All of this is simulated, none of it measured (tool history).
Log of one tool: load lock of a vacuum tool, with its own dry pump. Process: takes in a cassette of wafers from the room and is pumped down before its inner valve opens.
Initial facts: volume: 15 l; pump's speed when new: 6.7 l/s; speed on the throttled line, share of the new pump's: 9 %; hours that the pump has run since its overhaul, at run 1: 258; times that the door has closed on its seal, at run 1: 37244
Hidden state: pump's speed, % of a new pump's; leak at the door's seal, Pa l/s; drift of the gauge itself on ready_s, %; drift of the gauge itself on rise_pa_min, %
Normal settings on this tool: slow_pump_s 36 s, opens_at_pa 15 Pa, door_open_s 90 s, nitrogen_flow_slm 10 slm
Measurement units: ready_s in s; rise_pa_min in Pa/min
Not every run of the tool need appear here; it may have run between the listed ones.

run    hour  slow_pump_s  opens_at_pa  door_open_s  nitrogen_flow_slm  hours that the pump has run since its overhaul  times that the door has closed on its seal  incoming humidity of the room's air, %  ready_s  rise_pa_min
  1       0           36           15           90                 10                                             258                                       37244                                      45     52.1        0.309
  2   325.2           36           15           90                 10                                             583                                       38328                                    47.8     52.5        0.325
  3   633.6           36           15          132                 10                                             891                                       39356                                    48.3       53        0.366
  4  1034.4           18           15           90                 10                                            1292                                       40692                                      46     36.8        0.334
  5  1286.7           36           15           90                 10                                            1544                                       41533                                    44.1     52.8        0.339
  6  1611.6           36           15           90                 10                                            1869                                       42617                                    44.2     53.3        0.344
  7  1833.6           36           15           90                 10                                            2091                                       43357                                    42.1     53.6         0.35
  8  2093.8           36           15           90                 18                                            2351                                       44224                                    44.1     53.5        0.346
  9  2346.4           36           15           90                 18                                            2604                                       45066                                    46.1     53.1        0.366
 10  2735.1           36           15           90                 36                                            2993                                       46362                                      44     53.2        0.347
 11  3065.2           36           15           90                 36                                            3323                                       47463                                    42.4     53.8        0.354
 12  3483.9           36           15           90                 36                                            3741                                       48859                                    42.4     53.3        0.377
 13  3722.5           36           15           90                 36                                            3980                                       49654                                    44.2     53.2        0.393
 14  4132.1           36           15           90                 36                                            4390                                       51020                                    43.9     54.1        0.397
 15  4488.9           33           15          125                  7                                            4746                                       52209                                    41.9     51.6        0.462
 16  4774.9           33           15          125                  7                                            5032                                       53163                                    43.9     51.9        0.474
 17  5182.4           36           15           48                 19                                            5440                                       54522                                    48.1     54.5        0.433
 18  5468.4           36           15           48                 19                                            5726                                       55475                                    45.8     54.7        0.435
 19  5685.9           36           18           32                 15                                            5943                                       56200                                    43.3     54.2         0.43
 20  6009.3           36           18           32                 15                                            6267                                       57278                                    46.7     54.3        0.452
 21  6365.5           36           18           32                 15                                            6623                                       58466                                    43.6     54.2        0.456
 22    6573           36           15          101                 36                                            6831                                       59158                                    47.9     54.6        0.505
 23  7024.6           46           15          101                  4                                            7282                                       60663                                    45.6     63.7        0.571
     7425.1  -- door's seal changed, seat wiped
 24  7462.9           23           25           60                  6                                            7719                                         126                                    46.4     42.5        0.095
 25  7749.6           36           16           90                 10                                            8006                                        1081                                    49.8     54.9        0.113

Take each entry between the runs: how does the hidden state at the last listed run before it differ from the hidden state at the first listed run after it?
In the gap between runs 23 and 24: door's seal changed, seat wiped (hour 7425.1)
  pump's speed, % of a new pump's: 87.6 -> 86.8; leak at the door's seal, Pa l/s: 0.1112 -> 0.0025
  measured result minus the result with no hidden state, ready_s: +2.3 -> +2.6 s; rise_pa_min: +0.436 -> +0.002 Pa/min
